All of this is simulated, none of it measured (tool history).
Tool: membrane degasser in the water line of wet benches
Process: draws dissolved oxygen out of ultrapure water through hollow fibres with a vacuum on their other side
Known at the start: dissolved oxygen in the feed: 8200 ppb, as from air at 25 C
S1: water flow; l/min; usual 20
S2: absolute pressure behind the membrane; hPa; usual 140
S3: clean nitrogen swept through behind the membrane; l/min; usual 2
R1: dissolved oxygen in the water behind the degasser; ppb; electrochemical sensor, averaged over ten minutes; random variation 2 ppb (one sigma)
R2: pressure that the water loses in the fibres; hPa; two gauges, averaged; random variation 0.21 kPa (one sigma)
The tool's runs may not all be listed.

run    hour  S1   S2    S3     R1     R2
  1       0  20  140     2  289.8  497.5
  2     221  20  283     2  606.9  494.1
      294.7  -- vacuum gauge calibrated
  3   428.2  20  283     2    604  498.8
  4   651.3  20  283     2  598.7  499.7
      751.6  -- seals of the vacuum lines changed
  5   877.1  20  140     2  279.9  500.4
  6  1081.2  20  140     2  278.5  498.1
  7  1288.5  20  140     2  284.3  498.2
  8    1533  16  140     2  227.6  401.3
  9  1793.4  16  140     2  225.9  397.7
 10    1981  16  140     2  226.8  403.7
 11  2103.8  16  140     2  229.7  403.6
 12  2249.2  16  140     2    228  398.4
 13  2449.8  16  105     2  165.2  401.7
 14  2599.5  20  291     2  614.4  501.7
 15  2863.8  20  291     2  609.8  501.5
 16  3147.2  20  291     2  612.2  503.3
 17  3350.2  20  255     2  543.4  503.3
 18  3537.7  20  255     2    540  505.1
 19  3669.2  20  140  5.01  143.8  504.7
 20  3858.9  20  140  5.01  145.7  504.5
     3929.7  -- vacuum gauge calibrated
 21  4037.7  20  246  2.33  458.2  503.7

5 ways to go on from here, each from the tool as it stands after run 21. What would each give?
  A  4249.2  20  140  1.43   ?   ?
  B  4249.2  20  210  2.33   ?   ?
  C  4249.2  17  151  1.25   ?   ?
  D  4249.2  20   90  2.33   ?   ?
  E  4249.2  15  246  2.19   ?   ?

run     R1     R2
  A    373  508.9
  B  392.4  501.2
  C  398.8  429.5
  D  158.5  503.8
  E  370.8  377.8
Without the tool's hidden state the same runs would have given:
run     R1     R2
  A  358.7  486.5
  B    378  479.1
  C  384.9  410.6
  D  146.8  481.7
  E  357.6  361.1
